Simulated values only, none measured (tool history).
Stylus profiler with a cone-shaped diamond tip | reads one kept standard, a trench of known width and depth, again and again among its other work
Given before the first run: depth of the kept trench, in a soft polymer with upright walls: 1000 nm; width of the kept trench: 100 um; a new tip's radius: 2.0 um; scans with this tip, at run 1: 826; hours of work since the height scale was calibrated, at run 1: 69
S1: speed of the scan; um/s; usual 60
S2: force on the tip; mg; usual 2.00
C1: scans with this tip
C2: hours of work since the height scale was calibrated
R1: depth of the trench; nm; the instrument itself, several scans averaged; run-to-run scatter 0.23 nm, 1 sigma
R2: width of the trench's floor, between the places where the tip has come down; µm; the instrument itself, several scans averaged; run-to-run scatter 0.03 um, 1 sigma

Run 1, hour 0.0: usual settings; C1 826; C2 69. Result: R1 1015.00 nm, R2 96.08 µm.
Run 2, hour 40.6: usual settings; C1 1060; C2 88. Result: R1 1015.31 nm, R2 96.03 µm.
Run 3, hour 119.4: usual settings; C1 1514; C2 126. Result: R1 1014.95 nm, R2 96.03 µm.
Run 4, hour 200.9: usual settings; C1 1982; C2 164. Result: R1 1015.68 nm, R2 96.00 µm.
Run 5, hour 244.0: usual settings; C1 2231; C2 185. Result: R1 1016.10 nm, R2 95.93 µm.
At hour 250.1: height scale calibrated on a step standard.
Run 6, hour 298.3: usual settings; C1 2540; C2 23. Result: R1 1016.26 nm, R2 95.85 µm.
Run 7, hour 366.3: usual settings; C1 2931; C2 55. Result: R1 1015.97 nm, R2 95.84 µm.
Run 8, hour 408.5: usual settings but S2 0.76 mg; C1 3174; C2 76. Result: R1 1008.89 nm, R2 95.56 µm.
Run 9, hour 484.8: usual settings but S2 0.76 mg; C1 3613; C2 112. Result: R1 1009.51 nm, R2 95.54 µm.
Run 10, hour 563.4: usual settings but S1 48 um/s, S2 1.06 mg; C1 4066; C2 150. Result: R1 1011.37 nm, R2 95.65 µm.

For run 11, what comes out?
At hour 574.7: height scale calibrated on a step standard, once more.
Run 11, hour 627.7: usual settings but S1 48 um/s, S2 1.06 mg; C1 4433; C2 25. Result: R1 ?, R2 ?.

{"run 11": {"R1": 1010.46, "R2": 95.56}}
Without the tool's hidden state the same run would have given R1 1009.95 nm, R2 96.11 µm.
